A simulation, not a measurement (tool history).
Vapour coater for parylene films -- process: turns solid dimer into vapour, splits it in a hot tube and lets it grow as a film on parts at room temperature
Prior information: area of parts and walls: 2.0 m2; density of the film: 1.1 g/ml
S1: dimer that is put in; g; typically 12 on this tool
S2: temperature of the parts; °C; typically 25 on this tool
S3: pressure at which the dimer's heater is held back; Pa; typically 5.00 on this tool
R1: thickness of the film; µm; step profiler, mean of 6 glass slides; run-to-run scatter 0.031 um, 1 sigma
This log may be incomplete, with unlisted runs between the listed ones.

Run 1, hour 0.0: usual settings. Result: R1 3.58 µm.
Run 2, hour 16.3: usual settings. Result: R1 3.64 µm.
Run 3, hour 30.7: usual settings. Result: R1 3.57 µm.
Run 4, hour 57.0: usual settings but S3 2.64 Pa. Result: R1 4.03 µm.
Run 5, hour 74.3: usual settings. Result: R1 3.59 µm.
Run 6, hour 87.6: usual settings but S1 16 g. Result: R1 4.80 µm.
Run 7, hour 107.6: usual settings but S1 16 g. Result: R1 4.85 µm.
Run 8, hour 136.8: usual settings but S1 16 g. Result: R1 4.86 µm.
Run 9, hour 159.9: usual settings but S1 16 g. Result: R1 4.87 µm.
Run 10, hour 175.2: usual settings but S1 16 g. Result: R1 4.80 µm.
Run 11, hour 197.1: usual settings but S3 8.22 Pa. Result: R1 3.29 µm.
Run 12, hour 221.7: usual settings but S1 7 g. Result: R1 2.10 µm.
Run 13, hour 252.1: usual settings but S1 7 g. Result: R1 2.09 µm.
Run 14, hour 279.1: usual settings but S3 10.54 Pa. Result: R1 3.18 µm.
Run 15, hour 311.0: usual settings. Result: R1 3.59 µm.
At hour 326.1: trap's valve overhauled.
Run 16, hour 344.9: usual settings but S2 30 °C. Result: R1 3.23 µm.
Run 17, hour 364.1: usual settings but S2 30 °C. Result: R1 3.19 µm.
Run 18, hour 395.7: usual settings but S1 14 g, S2 22 °C, S3 8.50 Pa. Result: R1 4.14 µm.
Run 19, hour 417.9: usual settings but S1 14 g, S2 18 °C, S3 6.04 Pa. Result: R1 4.84 µm.
Run 20, hour 444.6: usual settings but S1 14 g, S2 18 °C, S3 6.04 Pa. Result: R1 4.85 µm.
Run 21, hour 476.7: usual settings but S1 13 g, S2 18 °C. Result: R1 4.69 µm.
Run 22, hour 494.4: usual settings but S1 9 g, S2 18 °C, S3 7.19 Pa. Result: R1 3.10 µm.
Run 23, hour 526.3: usual settings but S1 9 g, S2 18 °C, S3 7.19 Pa. Result: R1 3.01 µm.
Run 24, hour 553.1: usual settings but S1 8 g, S2 32 °C, S3 9.78 Pa. Result: R1 1.82 µm.
Run 25, hour 569.0: usual settings but S1 15 g, S2 32 °C, S3 3.86 Pa. Result: R1 3.93 µm.
Run 26, hour 588.5: usual settings but S2 18 °C, S3 3.93 Pa. Result: R1 4.46 µm.
Run 27, hour 613.9: usual settings but S1 13 g, S2 18 °C, S3 8.56 Pa. Result: R1 4.28 µm.
Run 28, hour 645.6: usual settings but S1 13 g, S2 18 °C, S3 8.56 Pa. Result: R1 4.29 µm.
Run 29, hour 672.6: usual settings but S1 13 g, S2 18 °C, S3 8.56 Pa. Result: R1 4.24 µm.

Consider 3 possible next runs. They are alternatives, not a sequence: every one starts from the tool as it was left by run 29. What does each give?
Run A, hour 697.4: usual settings but S3 6.59 Pa. Result: R1 ?.
Run B, hour 697.4: usual settings but S2 33 °C. Result: R1 ?.
Run C, hour 697.4: usual settings but S1 11 g, S2 27 °C, S3 2.86 Pa. Result: R1 ?.

run    R1
  A  3.45
  B  2.97
  C  3.46
What these runs would have given with no unlogged condition in the tool:
run    R1
  A  3.46
  B  2.97
  C  3.47

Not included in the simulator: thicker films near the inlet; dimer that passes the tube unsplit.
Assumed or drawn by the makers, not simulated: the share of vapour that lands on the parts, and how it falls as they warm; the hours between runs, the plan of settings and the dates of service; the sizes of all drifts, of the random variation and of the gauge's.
